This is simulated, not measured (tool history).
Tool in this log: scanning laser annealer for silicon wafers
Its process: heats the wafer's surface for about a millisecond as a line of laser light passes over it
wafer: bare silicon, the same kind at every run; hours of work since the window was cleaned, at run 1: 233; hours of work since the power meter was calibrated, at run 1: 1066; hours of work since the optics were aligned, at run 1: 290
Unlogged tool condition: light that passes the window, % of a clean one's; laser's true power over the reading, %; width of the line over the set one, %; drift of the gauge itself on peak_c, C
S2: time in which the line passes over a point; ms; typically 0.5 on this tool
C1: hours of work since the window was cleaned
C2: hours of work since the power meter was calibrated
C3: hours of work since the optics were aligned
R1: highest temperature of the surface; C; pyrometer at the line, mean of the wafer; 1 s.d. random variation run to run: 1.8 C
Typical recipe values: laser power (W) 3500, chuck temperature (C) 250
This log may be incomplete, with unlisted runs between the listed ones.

{"run": 1, "day": 0.0, "laser power (W)": 3500, "S2": 0.5, "chuck temperature (C)": 250, "C1": 233, "C2": 1066, "C3": 290, "R1": 1035}
{"run": 2, "day": 3.429, "laser power (W)": 3500, "S2": 0.5, "chuck temperature (C)": 250, "C1": 268, "C2": 1101, "C3": 326, "R1": 1035}
{"run": 3, "day": 5.588, "laser power (W)": 3500, "S2": 0.5, "chuck temperature (C)": 250, "C1": 291, "C2": 1123, "C3": 348, "R1": 1032}
{"run": 4, "day": 7.267, "laser power (W)": 3364, "S2": 0.5, "chuck temperature (C)": 250, "C1": 308, "C2": 1140, "C3": 365, "R1": 995}
{"run": 5, "day": 9.271, "laser power (W)": 3364, "S2": 0.5, "chuck temperature (C)": 250, "C1": 328, "C2": 1161, "C3": 386, "R1": 989}
{"run": 6, "day": 11.683, "laser power (W)": 3675, "S2": 0.5, "chuck temperature (C)": 250, "C1": 353, "C2": 1186, "C3": 410, "R1": 1072}
{"run": 7, "day": 13.779, "laser power (W)": 3675, "S2": 0.5, "chuck temperature (C)": 250, "C1": 375, "C2": 1207, "C3": 432, "R1": 1066}
{"run": 8, "day": 15.588, "laser power (W)": 3500, "S2": 0.5, "chuck temperature (C)": 250, "C1": 393, "C2": 1226, "C3": 451, "R1": 1023}
{"run": 9, "day": 17.471, "laser power (W)": 3500, "S2": 0.5, "chuck temperature (C)": 250, "C1": 413, "C2": 1245, "C3": 470, "R1": 1017}
{"run": 10, "day": 20.371, "laser power (W)": 3500, "S2": 0.469, "chuck temperature (C)": 250, "C1": 443, "C2": 1275, "C3": 500, "R1": 992}
{"run": 11, "day": 23.783, "laser power (W)": 3500, "S2": 0.469, "chuck temperature (C)": 250, "C1": 478, "C2": 1310, "C3": 535, "R1": 986}
{"run": 12, "day": 25.417, "laser power (W)": 3500, "S2": 0.469, "chuck temperature (C)": 250, "C1": 494, "C2": 1327, "C3": 552, "R1": 984}
{"run": 13, "day": 28.604, "laser power (W)": 3500, "S2": 0.469, "chuck temperature (C)": 250, "C1": 527, "C2": 1360, "C3": 584, "R1": 978}
{"day": 29.012, "done": "window over the wafer cleaned"}
{"run": 14, "day": 31.142, "laser power (W)": 3641, "S2": 0.5, "chuck temperature (C)": 250, "C1": 22, "C2": 1385, "C3": 610, "R1": 1089}
{"run": 15, "day": 33.15, "laser power (W)": 3641, "S2": 0.5, "chuck temperature (C)": 250, "C1": 43, "C2": 1406, "C3": 630, "R1": 1091}
{"run": 16, "day": 36.558, "laser power (W)": 3641, "S2": 0.5, "chuck temperature (C)": 250, "C1": 78, "C2": 1441, "C3": 665, "R1": 1087}
{"run": 17, "day": 39.212, "laser power (W)": 3641, "S2": 0.497, "chuck temperature (C)": 250, "C1": 105, "C2": 1468, "C3": 693, "R1": 1078}
{"run": 18, "day": 40.833, "laser power (W)": 3500, "S2": 0.5, "chuck temperature (C)": 250, "C1": 122, "C2": 1485, "C3": 709, "R1": 1047}
{"run": 19, "day": 43.092, "laser power (W)": 3500, "S2": 0.5, "chuck temperature (C)": 250, "C1": 145, "C2": 1508, "C3": 732, "R1": 1044}
{"run": 20, "day": 45.958, "laser power (W)": 3500, "S2": 0.5, "chuck temperature (C)": 250, "C1": 174, "C2": 1537, "C3": 762, "R1": 1041}
{"run": 21, "day": 49.083, "laser power (W)": 3500, "S2": 0.5, "chuck temperature (C)": 286, "C1": 206, "C2": 1570, "C3": 794, "R1": 1071}
{"run": 22, "day": 52.371, "laser power (W)": 3500, "S2": 0.357, "chuck temperature (C)": 218, "C1": 240, "C2": 1603, "C3": 828, "R1": 862}
{"run": 23, "day": 55.204, "laser power (W)": 3500, "S2": 0.371, "chuck temperature (C)": 233, "C1": 269, "C2": 1632, "C3": 857, "R1": 888}
{"run": 24, "day": 58.433, "laser power (W)": 3500, "S2": 0.371, "chuck temperature (C)": 233, "C1": 302, "C2": 1666, "C3": 890, "R1": 886}
{"run": 25, "day": 59.925, "laser power (W)": 3011, "S2": 0.371, "chuck temperature (C)": 233, "C1": 318, "C2": 1681, "C3": 906, "R1": 779}
{"run": 26, "day": 62.65, "laser power (W)": 3500, "S2": 0.5, "chuck temperature (C)": 268, "C1": 346, "C2": 1709, "C3": 934, "R1": 1041}
{"run": 27, "day": 65.975, "laser power (W)": 3500, "S2": 0.484, "chuck temperature (C)": 261, "C1": 380, "C2": 1743, "C3": 968, "R1": 1012}
{"run": 28, "day": 67.862, "laser power (W)": 3500, "S2": 0.601, "chuck temperature (C)": 261, "C1": 399, "C2": 1763, "C3": 987, "R1": 1115}
{"run": 29, "day": 70.767, "laser power (W)": 3500, "S2": 0.601, "chuck temperature (C)": 261, "C1": 429, "C2": 1792, "C3": 1017, "R1": 1111}
{"run": 30, "day": 73.712, "laser power (W)": 3663, "S2": 0.5, "chuck temperature (C)": 250, "C1": 460, "C2": 1823, "C3": 1047, "R1": 1057}
{"run": 31, "day": 76.517, "laser power (W)": 3343, "S2": 0.408, "chuck temperature (C)": 220, "C1": 488, "C2": 1852, "C3": 1076, "R1": 860}
{"run": 32, "day": 78.462, "laser power (W)": 3500, "S2": 0.378, "chuck temperature (C)": 232, "C1": 508, "C2": 1872, "C3": 1096, "R1": 872}
{"run": 33, "day": 80.042, "laser power (W)": 3614, "S2": 0.391, "chuck temperature (C)": 250, "C1": 525, "C2": 1888, "C3": 1112, "R1": 928}
{"day": 80.683, "done": "window over the wafer cleaned"}
{"run": 34, "day": 82.529, "laser power (W)": 3500, "S2": 0.377, "chuck temperature (C)": 250, "C1": 19, "C2": 1913, "C3": 1137, "R1": 929}
{"run": 35, "day": 86.008, "laser power (W)": 3500, "S2": 0.377, "chuck temperature (C)": 218, "C1": 55, "C2": 1948, "C3": 1173, "R1": 896}
{"day": 87.212, "done": "optics aligned, line set to its width"}
{"run": 36, "day": 89.012, "laser power (W)": 3500, "S2": 0.377, "chuck temperature (C)": 218, "C1": 84, "C2": 1977, "C3": 19, "R1": 899}
{"run": 37, "day": 91.904, "laser power (W)": 3247, "S2": 0.443, "chuck temperature (C)": 218, "C1": 113, "C2": 2007, "C3": 48, "R1": 900}
{"run": 38, "day": 94.554, "laser power (W)": 3575, "S2": 0.482, "chuck temperature (C)": 279, "C1": 141, "C2": 2034, "C3": 76, "R1": 1081}
{"run": 39, "day": 98.117, "laser power (W)": 3633, "S2": 0.53, "chuck temperature (C)": 227, "C1": 177, "C2": 2071, "C3": 112, "R1": 1090}
{"run": 40, "day": 100.875, "laser power (W)": 3633, "S2": 0.53, "chuck temperature (C)": 227, "C1": 205, "C2": 2099, "C3": 140, "R1": 1085}

Predict each of these 3 candidate next runs independently; none follows another, all start after run 40:
{"run": "A", "day": 102.783, "laser power (W)": 3419, "S2": 0.53, "chuck temperature (C)": 273, "C1": 225, "C2": 2119, "C3": 160, "R1": "?"}
{"run": "B", "day": 102.783, "laser power (W)": 3633, "S2": 0.537, "chuck temperature (C)": 211, "C1": 225, "C2": 2119, "C3": 160, "R1": "?"}
{"run": "C", "day": 102.783, "laser power (W)": 3110, "S2": 0.5, "chuck temperature (C)": 223, "C1": 225, "C2": 2119, "C3": 160, "R1": "?"}

run=A R1=1067
run=B R1=1072
run=C R1=912
Without the tool's hidden state the same runs would have given:
run=A R1=1082
run=B R1=1088
run=C R1=925
